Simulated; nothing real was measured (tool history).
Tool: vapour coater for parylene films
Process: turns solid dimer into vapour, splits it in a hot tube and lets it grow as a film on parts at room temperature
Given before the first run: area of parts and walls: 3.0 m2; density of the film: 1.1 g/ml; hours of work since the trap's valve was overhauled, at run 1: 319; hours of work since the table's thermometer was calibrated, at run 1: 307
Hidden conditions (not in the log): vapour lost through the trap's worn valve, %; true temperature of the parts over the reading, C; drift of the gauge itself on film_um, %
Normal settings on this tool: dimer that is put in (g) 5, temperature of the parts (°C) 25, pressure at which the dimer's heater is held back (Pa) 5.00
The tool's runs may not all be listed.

run,hour,dimer that is put in (g),temperature of the parts (°C),pressure at which the dimer's heater is held back (Pa),hours of work since the trap's valve was overhauled,hours of work since the table's thermometer was calibrated,thickness of the film (µm)
1,0.0,5,25,5.00,319,307,1.087
2,8.7,5,25,5.00,324,312,1.068
3,15.3,5,25,5.00,328,316,1.073
4,24.4,5,25,5.00,334,321,1.069
5,37.1,5,25,5.00,341,329,1.071
6,50.1,5,31,5.00,349,336,0.832
7,64.7,5,31,5.00,358,345,0.832
8,76.5,5,31,5.00,365,352,0.818
9,83.2,5,31,5.00,369,356,0.830
10,98.0,5,31,5.00,378,365,0.819
11,109.0,5,31,5.00,384,371,0.832
12,122.7,5,31,5.00,392,380,0.817
13,133.3,5,24,5.00,399,386,1.111
14,140.7,5,25,2.82,403,390,1.147
15,155.4,5,25,5.00,412,399,1.067
16,167.4,5,25,7.36,419,406,1.019
17,183.1,5,25,7.36,428,416,0.986
18,198.2,8,30,7.38,437,425,1.287
19,206.7,8,30,7.38,442,430,1.288
20,217.4,5,34,5.00,449,436,0.727
21,227.5,5,34,5.00,455,442,0.723
22,237.6,4,20,2.14,461,448,1.129
23,247.8,4,20,2.14,467,454,1.129
24,262.8,4,32,5.39,476,463,0.604
25,277.4,4,32,5.39,484,472,0.615
26,291.8,6,28,5.73,493,480,1.090
27,298.9,5,29,6.57,497,484,0.862
28,311.6,6,21,5.00,505,492,1.484
29,321.7,8,37,2.42,511,498,1.132

Predict each of these 3 candidate next runs independently; none follows another, all start after run 29:
A,329.0,5,34,5.00,515,502,?
B,329.0,3,35,2.91,515,502,?
C,329.0,3,25,8.51,515,502,?

run,thickness of the film (µm)
A,0.709
B,0.440
C,0.575
Had the tool no hidden state, the same runs would have come out as:
run,thickness of the film (µm)
A,0.760
B,0.472
C,0.616

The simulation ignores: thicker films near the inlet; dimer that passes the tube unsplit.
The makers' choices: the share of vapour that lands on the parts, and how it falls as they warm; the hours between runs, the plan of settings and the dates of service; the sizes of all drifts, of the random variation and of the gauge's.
